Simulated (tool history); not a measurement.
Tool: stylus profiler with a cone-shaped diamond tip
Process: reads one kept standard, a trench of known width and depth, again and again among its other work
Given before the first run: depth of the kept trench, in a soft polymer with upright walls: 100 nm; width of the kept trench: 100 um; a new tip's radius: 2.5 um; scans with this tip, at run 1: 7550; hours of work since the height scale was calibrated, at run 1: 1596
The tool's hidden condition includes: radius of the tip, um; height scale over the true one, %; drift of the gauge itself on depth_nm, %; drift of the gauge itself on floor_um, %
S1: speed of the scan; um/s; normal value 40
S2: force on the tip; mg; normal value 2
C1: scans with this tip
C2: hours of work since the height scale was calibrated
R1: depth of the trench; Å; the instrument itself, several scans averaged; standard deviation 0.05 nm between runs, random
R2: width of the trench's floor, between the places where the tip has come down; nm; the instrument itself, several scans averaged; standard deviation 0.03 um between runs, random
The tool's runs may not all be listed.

| run | hour | S1 | S2 | C1 | C2 | R1 | R2 |
|---|---|---|---|---|---|---|---|
| 1 | 0 | 40 | 2 | 7550 | 1596 | 1003.1 | 98130 |
| 2 | 63.8 | 40 | 2 | 7733 | 1635 | 1002.3 | 98050 |
| 3 | 159.9 | 40 | 2 | 8008 | 1693 | 1002.9 | 98050 |
| 4 | 205.5 | 40 | 3.24 | 8139 | 1721 | 1004.9 | 98170 |
| 5 | 305.2 | 105 | 2 | 8425 | 1781 | 1002.2 | 97620 |
| 6 | 366.2 | 40 | 2 | 8599 | 1818 | 1001.9 | 98080 |
| 7 | 455.5 | 40 | 2 | 8855 | 1872 | 1001.2 | 98050 |
| 8 | 512 | 40 | 2 | 9017 | 1906 | 1002.2 | 98030 |
| 9 | 617.3 | 36 | 2 | 9318 | 1970 | 1002 | 98040 |
| 10 | 713.6 | 20 | 2 | 9594 | 2029 | 1001.3 | 98190 |
| 11 | 757.5 | 40 | 2 | 9720 | 2055 | 1001.6 | 98000 |
| 12 | 803.7 | 40 | 3.3 | 9852 | 2083 | 1005.1 | 98090 |
| 13 | 891.5 | 40 | 3.3 | 10104 | 2136 | 1004.4 | 98160 |
| 14 | 938.3 | 40 | 3.3 | 10238 | 2165 | 1004.2 | 98090 |
| 15 | 982.6 | 40 | 2.2 | 10365 | 2191 | 1001.6 | 98030 |
| 16 | 1043.4 | 40 | 3.15 | 10539 | 2228 | 1003.3 | 98080 |
| 17 | 1137.8 | 40 | 2 | 10809 | 2285 | 1001 | 98060 |
| 18 | 1182.3 | 40 | 2 | 10937 | 2312 | 1000 | 98000 |
| 19 | 1287.4 | 40 | 2 | 11238 | 2376 | 1000.8 | 98020 |
|  | 1386.8 | height scale calibrated on a step standard |
| 20 | 1395.2 | 40 | 2 | 11545 | 5 | 1008.5 | 97990 |
| 21 | 1455.7 | 40 | 2 | 11719 | 42 | 1008.8 | 98000 |
| 22 | 1559.7 | 40 | 2 | 12016 | 105 | 1008.3 | 97960 |
| 23 | 1608 | 40 | 2 | 12155 | 134 | 1007.9 | 97910 |
| 24 | 1675.4 | 103 | 2 | 12348 | 175 | 1008.4 | 97530 |
| 25 | 1760.6 | 103 | 5.32 | 12592 | 226 | 1015.8 | 97780 |
| 26 | 1810.8 | 67 | 3.67 | 12736 | 257 | 1012.6 | 97870 |
| 27 | 1917.7 | 19 | 2.72 | 13042 | 322 | 1009.3 | 98090 |
| 28 | 1995.6 | 91 | 3.2 | 13265 | 369 | 1011.3 | 97700 |
| 29 | 2044.3 | 91 | 3.2 | 13404 | 398 | 1010.4 | 97740 |
| 30 | 2116.3 | 118 | 2 | 13611 | 442 | 1007.6 | 97380 |
| 31 | 2161.4 | 118 | 2 | 13740 | 469 | 1006.4 | 97390 |
| 32 | 2238.7 | 29 | 1.62 | 13961 | 516 | 1006.5 | 98010 |
| 33 | 2315.1 | 19 | 2.42 | 14180 | 562 | 1007.8 | 98030 |
| 34 | 2419 | 19 | 2.42 | 14478 | 625 | 1007 | 98010 |
| 35 | 2494.8 | 19 | 2.31 | 14695 | 671 | 1007.4 | 98040 |
| 36 | 2590.2 | 33 | 1.61 | 14968 | 729 | 1004.8 | 97950 |
| 37 | 2661.5 | 107 | 2.18 | 15172 | 772 | 1006.2 | 97490 |
| 38 | 2746.4 | 107 | 2.18 | 15415 | 823 | 1006.5 | 97460 |
| 39 | 2813.9 | 17 | 0.68 | 15609 | 864 | 1000.7 | 97930 |
| 40 | 2880.4 | 24 | 2.85 | 15799 | 905 | 1007.3 | 97990 |
| 41 | 2946 | 68 | 3.53 | 15987 | 944 | 1009.2 | 97790 |
| 42 | 3011.4 | 68 | 3.53 | 16175 | 984 | 1009.4 | 97770 |
| 43 | 3087.8 | 49 | 3.99 | 16393 | 1030 | 1010.9 | 97800 |
| 44 | 3180.2 | 49 | 3.99 | 16658 | 1086 | 1009.8 | 97920 |
| 45 | 3268.1 | 159 | 3.27 | 16910 | 1139 | 1007.5 | 97280 |
| 46 | 3360.4 | 89 | 5.88 | 17174 | 1195 | 1012.3 | 97720 |

Forecast each of these 3 alternatives for the next run:
| A | 3424.4 | 44 | 4.27 | 17357 | 1234 | ? | ? |
| B | 3424.4 | 17 | 5.91 | 17357 | 1234 | ? | ? |
| C | 3424.4 | 85 | 1.62 | 17357 | 1234 | ? | ? |

| run | R1 | R2 |
|---|---|---|
| A | 1009.6 | 97860 |
| B | 1013.1 | 98030 |
| C | 1003.2 | 97420 |
Stripped of hidden state, with their random variation kept, the same runs would have yielded:
| run | R1 | R2 |
|---|---|---|
| A | 1014.1 | 98380 |
| B | 1017.7 | 98550 |
| C | 1007.7 | 97940 |

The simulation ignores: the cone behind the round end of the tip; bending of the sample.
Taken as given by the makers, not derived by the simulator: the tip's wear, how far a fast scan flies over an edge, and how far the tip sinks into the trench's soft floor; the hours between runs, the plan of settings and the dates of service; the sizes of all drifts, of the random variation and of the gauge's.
